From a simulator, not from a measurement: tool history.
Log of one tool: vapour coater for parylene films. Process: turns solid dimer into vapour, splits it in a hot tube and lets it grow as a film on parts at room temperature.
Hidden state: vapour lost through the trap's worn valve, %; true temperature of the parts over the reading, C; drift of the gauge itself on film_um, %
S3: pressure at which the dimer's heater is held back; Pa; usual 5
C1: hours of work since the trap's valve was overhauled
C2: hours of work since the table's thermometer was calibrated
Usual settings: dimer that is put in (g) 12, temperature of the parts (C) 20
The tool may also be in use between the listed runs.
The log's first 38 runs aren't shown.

Run 39, day 82.125: usual settings but dimer that is put in (g) 8, temperature of the parts (C) 26, S3 10.93 Pa; C1 266; C2 1084. Result: thickness of the film (um) 0.8.
Run 40, day 83.667: usual settings but dimer that is put in (g) 8, temperature of the parts (C) 26, S3 10.93 Pa; C1 298; C2 1117. Result: thickness of the film (um) 0.81.
Run 41, day 85.096: usual settings but dimer that is put in (g) 8, temperature of the parts (C) 26, S3 2.76 Pa; C1 328; C2 1147. Result: thickness of the film (um) 1.05.
Run 42, day 86.8: usual settings but dimer that is put in (g) 8, temperature of the parts (C) 26, S3 2.76 Pa; C1 364; C2 1183. Result: thickness of the film (um) 1.04.
Run 43, day 89.454: usual settings but dimer that is put in (g) 8; C1 420; C2 1239. Result: thickness of the film (um) 1.07.
Run 44, day 91.942: usual settings but dimer that is put in (g) 8; C1 473; C2 1292. Result: thickness of the film (um) 1.09.
At day 92.558: trap's valve overhauled.
Run 45, day 93.958: usual settings but temperature of the parts (C) 22; C1 30; C2 1331. Result: thickness of the film (um) 1.59.
Run 46, day 96.917: usual settings but temperature of the parts (C) 22; C1 92; C2 1393. Result: thickness of the film (um) 1.63.
Run 47, day 99.971: usual settings but dimer that is put in (g) 7, temperature of the parts (C) 16, S3 7.89 Pa; C1 157; C2 1458. Result: thickness of the film (um) 1.

Forecast each of these 4 alternatives for the next run:
Run A, day 101.392: usual settings but dimer that is put in (g) 5, temperature of the parts (C) 16, S3 7.89 Pa; C1 187; C2 1488. Result: thickness of the film (um) ?.
Run B, day 101.392: usual settings but dimer that is put in (g) 17, temperature of the parts (C) 16, S3 2.89 Pa; C1 187; C2 1488. Result: thickness of the film (um) ?.
Run C, day 101.392: usual settings but dimer that is put in (g) 7, temperature of the parts (C) 16, S3 2.18 Pa; C1 187; C2 1488. Result: thickness of the film (um) ?.
Run D, day 101.392: usual settings but temperature of the parts (C) 31, S3 3.08 Pa; C1 187; C2 1488. Result: thickness of the film (um) ?.

run  thickness of the film (um)
  A                        0.72
  B                        2.94
  C                        1.33
  D                        1.35
Without the tool's hidden state the same runs would have given:
run  thickness of the film (um)
  A                        0.77
  B                        3.14
  C                        1.41
  D                        1.44
